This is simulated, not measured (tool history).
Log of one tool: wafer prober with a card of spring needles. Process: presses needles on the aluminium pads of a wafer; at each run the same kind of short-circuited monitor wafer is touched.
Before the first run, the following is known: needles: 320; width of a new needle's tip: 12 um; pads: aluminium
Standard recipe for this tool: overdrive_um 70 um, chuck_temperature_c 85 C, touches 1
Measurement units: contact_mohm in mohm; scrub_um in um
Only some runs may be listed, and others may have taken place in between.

{"run": 1, "day": 0.0, "overdrive_um": 70, "chuck_temperature_c": 85, "touches": 1, "contact_mohm": 249, "scrub_um": 13.81}
{"day": 1.088, "done": "tips cleaned on abrasive film"}
{"run": 2, "day": 1.612, "overdrive_um": 70, "chuck_temperature_c": 85, "touches": 1, "contact_mohm": 284, "scrub_um": 13.64}
{"day": 2.308, "done": "tips cleaned on abrasive film"}
{"run": 3, "day": 3.338, "overdrive_um": 70, "chuck_temperature_c": 85, "touches": 1, "contact_mohm": 285, "scrub_um": 13.63}
{"day": 3.438, "done": "tips cleaned on abrasive film"}
{"run": 4, "day": 4.058, "overdrive_um": 70, "chuck_temperature_c": 85, "touches": 1, "contact_mohm": 278, "scrub_um": 13.56}
{"day": 4.567, "done": "tips cleaned on abrasive film"}
{"day": 5.029, "done": "height of the first contact set anew"}
{"run": 5, "day": 5.346, "overdrive_um": 70, "chuck_temperature_c": 85, "touches": 1, "contact_mohm": 277, "scrub_um": 14.11}
{"day": 5.688, "done": "tips cleaned on abrasive film"}
{"run": 6, "day": 6.162, "overdrive_um": 73, "chuck_temperature_c": 85, "touches": 1, "contact_mohm": 270, "scrub_um": 14.78}
{"day": 6.821, "done": "tips cleaned on abrasive film"}
{"day": 7.075, "done": "tips cleaned on abrasive film, once more"}
{"run": 7, "day": 7.225, "overdrive_um": 73, "chuck_temperature_c": 85, "touches": 3, "contact_mohm": 232, "scrub_um": 14.67}
{"day": 8.204, "done": "tips cleaned on abrasive film"}
{"run": 8, "day": 8.467, "overdrive_um": 70, "chuck_temperature_c": 85, "touches": 2, "contact_mohm": 248, "scrub_um": 14.07}
{"run": 9, "day": 9.271, "overdrive_um": 70, "chuck_temperature_c": 85, "touches": 2, "contact_mohm": 259, "scrub_um": 14.02}
{"day": 9.362, "done": "tips cleaned on abrasive film"}
{"day": 10.567, "done": "tips cleaned on abrasive film"}
{"run": 10, "day": 10.904, "overdrive_um": 70, "chuck_temperature_c": 85, "touches": 1, "contact_mohm": 263, "scrub_um": 14.03}
{"day": 11.708, "done": "tips cleaned on abrasive film"}
{"run": 11, "day": 11.775, "overdrive_um": 70, "chuck_temperature_c": 35, "touches": 1, "contact_mohm": 227, "scrub_um": 14.03}
{"day": 12.892, "done": "tips cleaned on abrasive film"}
{"run": 12, "day": 13.288, "overdrive_um": 73, "chuck_temperature_c": 71, "touches": 1, "contact_mohm": 267, "scrub_um": 14.58}
{"day": 14.054, "done": "tips cleaned on abrasive film"}
{"run": 13, "day": 14.308, "overdrive_um": 73, "chuck_temperature_c": 71, "touches": 1, "contact_mohm": 252, "scrub_um": 14.57}
{"day": 15.208, "done": "tips cleaned on abrasive film"}
{"run": 14, "day": 16.029, "overdrive_um": 89, "chuck_temperature_c": 71, "touches": 1, "contact_mohm": 255, "scrub_um": 17.8}
{"day": 16.325, "done": "tips cleaned on abrasive film"}
{"day": 17.458, "done": "tips cleaned on abrasive film"}
{"run": 15, "day": 17.762, "overdrive_um": 89, "chuck_temperature_c": 71, "touches": 1, "contact_mohm": 251, "scrub_um": 17.73}

Here are 5 independent what-if runs from the current tool condition. What would each one return?
{"day": 18.642, "done": "tips cleaned on abrasive film"}
{"run": "A", "day": 19.408, "overdrive_um": 66, "chuck_temperature_c": 121, "touches": 2, "contact_mohm": "?", "scrub_um": "?"}
{"day": 18.642, "done": "tips cleaned on abrasive film"}
{"run": "B", "day": 19.408, "overdrive_um": 78, "chuck_temperature_c": 50, "touches": 2, "contact_mohm": "?", "scrub_um": "?"}
{"day": 18.642, "done": "tips cleaned on abrasive film"}
{"run": "C", "day": 19.408, "overdrive_um": 89, "chuck_temperature_c": 79, "touches": 1, "contact_mohm": "?", "scrub_um": "?"}
{"day": 18.642, "done": "tips cleaned on abrasive film"}
{"run": "D", "day": 19.408, "overdrive_um": 75, "chuck_temperature_c": 49, "touches": 3, "contact_mohm": "?", "scrub_um": "?"}
{"day": 18.642, "done": "tips cleaned on abrasive film"}
{"run": "E", "day": 19.408, "overdrive_um": 71, "chuck_temperature_c": 85, "touches": 3, "contact_mohm": "?", "scrub_um": "?"}

run=A contact_mohm=268 scrub_um=13.06
run=B contact_mohm=249 scrub_um=15.54
run=C contact_mohm=259 scrub_um=17.73
run=D contact_mohm=240 scrub_um=14.91
run=E contact_mohm=248 scrub_um=14.11
With no hidden state in the tool, these same runs would have given:
run=A contact_mohm=235 scrub_um=13.29
run=B contact_mohm=221 scrub_um=15.77
run=C contact_mohm=226 scrub_um=17.96
run=D contact_mohm=221 scrub_um=15.14
run=E contact_mohm=229 scrub_um=14.34
